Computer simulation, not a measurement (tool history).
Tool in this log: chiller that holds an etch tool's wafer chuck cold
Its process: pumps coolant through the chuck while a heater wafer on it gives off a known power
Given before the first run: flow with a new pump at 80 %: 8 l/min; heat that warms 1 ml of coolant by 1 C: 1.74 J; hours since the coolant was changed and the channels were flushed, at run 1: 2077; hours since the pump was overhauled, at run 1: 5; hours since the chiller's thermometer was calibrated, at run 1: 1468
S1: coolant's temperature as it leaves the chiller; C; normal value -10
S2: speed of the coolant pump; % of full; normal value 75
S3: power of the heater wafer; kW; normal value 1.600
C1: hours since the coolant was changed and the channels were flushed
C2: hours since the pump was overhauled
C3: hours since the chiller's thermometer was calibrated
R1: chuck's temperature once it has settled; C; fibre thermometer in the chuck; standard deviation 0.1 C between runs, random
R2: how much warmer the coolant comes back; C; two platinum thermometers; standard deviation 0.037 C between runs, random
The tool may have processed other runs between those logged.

Run 1, hour 0.0: usual settings; C1 2077; C2 5; C3 1468. Result: R1 10.7 C, R2 7.32 C.
Run 2, hour 80.0: usual settings; C1 2157; C2 85; C3 1548. Result: R1 10.8 C, R2 7.41 C.
Run 3, hour 158.3: usual settings but S1 -11 C; C1 2235; C2 163; C3 1626. Result: R1 9.8 C, R2 7.42 C.
Run 4, hour 212.9: usual settings but S1 -11 C; C1 2290; C2 218; C3 1680. Result: R1 9.7 C, R2 7.43 C.
Run 5, hour 304.3: usual settings but S1 -11 C; C1 2381; C2 309; C3 1772. Result: R1 9.6 C, R2 7.48 C.
Run 6, hour 362.4: usual settings but S3 0.991 kW; C1 2439; C2 367; C3 1830. Result: R1 3.0 C, R2 4.67 C.
Run 7, hour 417.2: usual settings but S2 88 % of full; C1 2494; C2 422; C3 1885. Result: R1 8.9 C, R2 6.35 C.
Run 8, hour 487.7: usual settings but S2 88 % of full; C1 2565; C2 492; C3 1955. Result: R1 8.9 C, R2 6.51 C.
Run 9, hour 551.1: usual settings but S2 88 % of full; C1 2628; C2 556; C3 2019. Result: R1 9.0 C, R2 6.42 C.
Run 10, hour 627.1: usual settings but S2 88 % of full; C1 2704; C2 632; C3 2095. Result: R1 8.8 C, R2 6.51 C.
Run 11, hour 681.2: usual settings but S3 1.674 kW; C1 2758; C2 686; C3 2149. Result: R1 11.6 C, R2 7.94 C.
Run 12, hour 724.7: usual settings but S3 1.674 kW; C1 2802; C2 729; C3 2192. Result: R1 11.6 C, R2 7.93 C.
Run 13, hour 812.4: usual settings but S3 1.674 kW; C1 2889; C2 817; C3 2280. Result: R1 11.7 C, R2 8.07 C.
At hour 845.2: gauge calibrated.
Run 14, hour 878.4: usual settings but S3 1.674 kW; C1 2955; C2 883; C3 2346. Result: R1 11.4 C, R2 7.80 C.
Run 15, hour 918.6: usual settings but S1 -15 C, S2 62 % of full, S3 2.345 kW; C1 2996; C2 923; C3 2386. Result: R1 18.6 C, R2 13.17 C.
Run 16, hour 995.5: usual settings but S2 69 % of full, S3 1.535 kW; C1 3073; C2 1000; C3 2463. Result: R1 10.6 C, R2 7.72 C.
Run 17, hour 1065.4: usual settings but S2 82 % of full, S3 1.535 kW; C1 3143; C2 1070; C3 2533. Result: R1 9.0 C, R2 6.58 C.
Run 18, hour 1140.4: usual settings but S2 73 % of full, S3 0.929 kW; C1 3217; C2 1145; C3 2608. Result: R1 2.2 C, R2 4.49 C.
Run 19, hour 1196.8: usual settings but S2 63 % of full, S3 1.191 kW; C1 3274; C2 1202; C3 2664. Result: R1 7.1 C, R2 6.65 C.
Run 20, hour 1260.3: usual settings but S2 63 % of full, S3 1.191 kW; C1 3337; C2 1265; C3 2728. Result: R1 7.1 C, R2 6.70 C.
Run 21, hour 1300.4: usual settings but S2 65 % of full, S3 1.710 kW; C1 3377; C2 1305; C3 2768. Result: R1 14.0 C, R2 9.32 C.
Run 22, hour 1384.1: usual settings but S1 -19 C; C1 3461; C2 1389; C3 2852. Result: R1 1.6 C, R2 7.54 C.

Consider 5 possible next runs. They are alternatives, not a sequence: every one starts from the tool as it was left by run 22. What does each give?
Run A, hour 1431.8: usual settings but S1 -5 C, S2 97 % of full, S3 1.190 kW; C1 3509; C2 1437; C3 2899. Result: R1 ?, R2 ?.
Run B, hour 1431.8: usual settings but S1 -1 C, S3 2.200 kW; C1 3509; C2 1437; C3 2899. Result: R1 ?, R2 ?.
Run C, hour 1431.8: usual settings but S2 64 % of full, S3 0.975 kW; C1 3509; C2 1437; C3 2899. Result: R1 ?, R2 ?.
Run D, hour 1431.8: usual settings but S1 -19 C, S2 61 % of full; C1 3509; C2 1437; C3 2899. Result: R1 ?, R2 ?.
Run E, hour 1431.8: usual settings but S1 -19 C, S2 90 % of full, S3 1.792 kW; C1 3509; C2 1437; C3 2899. Result: R1 ?, R2 ?.

run    R1     R2
  A   8.4   4.39
  B  27.3  10.36
  C   3.7   5.50
  D   4.1   9.28
  E   2.1   7.10
Stripped of hidden state, with their random variation kept, the same runs would have yielded:
run    R1     R2
  A   8.4   4.16
  B  27.3  10.14
  C   3.7   5.28
  D   4.1   9.05
  E   2.1   6.88
